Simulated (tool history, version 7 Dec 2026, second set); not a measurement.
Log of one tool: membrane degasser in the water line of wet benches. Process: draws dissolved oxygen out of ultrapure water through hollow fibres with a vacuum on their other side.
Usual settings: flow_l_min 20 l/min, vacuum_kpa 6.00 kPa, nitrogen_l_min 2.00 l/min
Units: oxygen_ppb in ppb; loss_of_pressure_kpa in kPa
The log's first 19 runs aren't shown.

run	hour	flow_l_min	vacuum_kpa	nitrogen_l_min	hours since the membrane was changed	hours since the vacuum gauge was calibrated	hours since the vacuum lines were made tight	oxygen_ppb	loss_of_pressure_kpa
20	2748.1	20	10.09	1.45	3462	5897	1167	539.2	40.74
21	2909.6	20	8.59	0.95	3624	6058	1329	573.0	40.23
22	3099.0	31	7.58	3.91	3813	6248	1518	955.5	63.27
23	3289.0	31	7.58	3.91	4003	6438	1708	952.3	62.89
24	3441.2	25	7.38	2.92	4156	6590	1861	657.9	51.12
25	3578.7	25	7.38	2.92	4293	6727	1998	666.3	51.32
26	3772.8	25	7.38	2.92	4487	6922	2192	661.9	51.29
27	3947.3	25	7.38	2.92	4662	7096	2367	664.3	51.14
28	4102.8	25	7.38	2.92	4817	7251	2522	676.2	50.99
# hour 4166.8: vacuum gauge calibrated
29	4213.1	25	7.38	2.92	4927	46	2632	658.1	51.39
30	4410.0	25	7.38	2.92	5124	243	2829	671.1	51.17
31	4497.2	25	7.38	2.92	5211	330	2916	663.1	51.14
32	4664.0	25	7.38	2.92	5378	497	3083	666.9	51.20
33	4781.0	20	13.80	1.81	5495	614	3200	597.0	41.44

Forecast each of these 3 alternatives for the next run:
A	4866.8	20	8.40	2.00	5581	700	3286	?	?
B	4866.8	17	7.81	3.25	5581	700	3286	?	?
C	4866.8	20	10.54	2.00	5581	700	3286	?	?

run	oxygen_ppb	loss_of_pressure_kpa
A	462.0	41.30
B	279.5	34.88
C	506.7	41.11
Without the tool's hidden state the same runs would have given:
run	oxygen_ppb	loss_of_pressure_kpa
A	421.6	39.77
B	250.0	33.58
C	466.6	39.58
